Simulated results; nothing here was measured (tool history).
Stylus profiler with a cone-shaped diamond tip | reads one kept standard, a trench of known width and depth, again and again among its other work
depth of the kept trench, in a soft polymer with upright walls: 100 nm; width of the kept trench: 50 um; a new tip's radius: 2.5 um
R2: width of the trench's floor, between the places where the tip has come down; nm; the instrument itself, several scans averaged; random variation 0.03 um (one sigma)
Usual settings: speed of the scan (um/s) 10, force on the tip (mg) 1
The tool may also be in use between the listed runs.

run 1 hour=0 | speed_of_the_scan_(um/s)=10 force_on_the_tip_(mg)=1 | depth_of_the_trench_(nm)=100.6 R2=48290
run 2 hour=83.8 | speed_of_the_scan_(um/s)=10 force_on_the_tip_(mg)=1 | depth_of_the_trench_(nm)=100.49 R2=48330
run 3 hour=148.5 | speed_of_the_scan_(um/s)=10 force_on_the_tip_(mg)=1 | depth_of_the_trench_(nm)=100.54 R2=48300
run 4 hour=285.1 | speed_of_the_scan_(um/s)=10 force_on_the_tip_(mg)=1 | depth_of_the_trench_(nm)=100.65 R2=48250
run 5 hour=355.9 | speed_of_the_scan_(um/s)=10 force_on_the_tip_(mg)=1 | depth_of_the_trench_(nm)=100.49 R2=48280
run 6 hour=459 | speed_of_the_scan_(um/s)=10 force_on_the_tip_(mg)=1 | depth_of_the_trench_(nm)=100.64 R2=48270
run 7 hour=540.2 | speed_of_the_scan_(um/s)=10 force_on_the_tip_(mg)=1 | depth_of_the_trench_(nm)=100.65 R2=48210
run 8 hour=604 | speed_of_the_scan_(um/s)=10 force_on_the_tip_(mg)=1 | depth_of_the_trench_(nm)=100.63 R2=48200
run 9 hour=734.8 | speed_of_the_scan_(um/s)=10 force_on_the_tip_(mg)=1 | depth_of_the_trench_(nm)=100.77 R2=48160
run 10 hour=873.3 | speed_of_the_scan_(um/s)=18 force_on_the_tip_(mg)=2.69 | depth_of_the_trench_(nm)=100.85 R2=48140
run 11 hour=933.2 | speed_of_the_scan_(um/s)=3 force_on_the_tip_(mg)=1.43 | depth_of_the_trench_(nm)=100.7 R2=48160
run 12 hour=1038.5 | speed_of_the_scan_(um/s)=4 force_on_the_tip_(mg)=1 | depth_of_the_trench_(nm)=100.84 R2=48130
run 13 hour=1176 | speed_of_the_scan_(um/s)=4 force_on_the_tip_(mg)=1 | depth_of_the_trench_(nm)=100.69 R2=48140
run 14 hour=1236.3 | speed_of_the_scan_(um/s)=10 force_on_the_tip_(mg)=1.68 | depth_of_the_trench_(nm)=100.95 R2=48060
run 15 hour=1384.2 | speed_of_the_scan_(um/s)=10 force_on_the_tip_(mg)=1.68 | depth_of_the_trench_(nm)=101.02 R2=48070

Some steps in depth of the trench (nm) between neighbouring runs. How much of each would the tool show without its hidden state too (settings, what came in, random variation), and how much is left for the hidden state, with any gauge scatter that isn't in both results?
The hidden state here: radius of the tip, um; height scale over the true one, %; drift of the gauge itself on depth_nm, %; drift of the gauge itself on floor_um, %.
Run 3 -> 4: no setting changed, nothing entered. depth of the trench (nm) +0.11: hidden state +0.03, all else +0.08.
Run 13 -> 14: speed of the scan (um/s) 4 -> 10, force on the tip (mg) 1 -> 1.68. depth of the trench (nm) +0.26: hidden state +0.02, all else +0.24.

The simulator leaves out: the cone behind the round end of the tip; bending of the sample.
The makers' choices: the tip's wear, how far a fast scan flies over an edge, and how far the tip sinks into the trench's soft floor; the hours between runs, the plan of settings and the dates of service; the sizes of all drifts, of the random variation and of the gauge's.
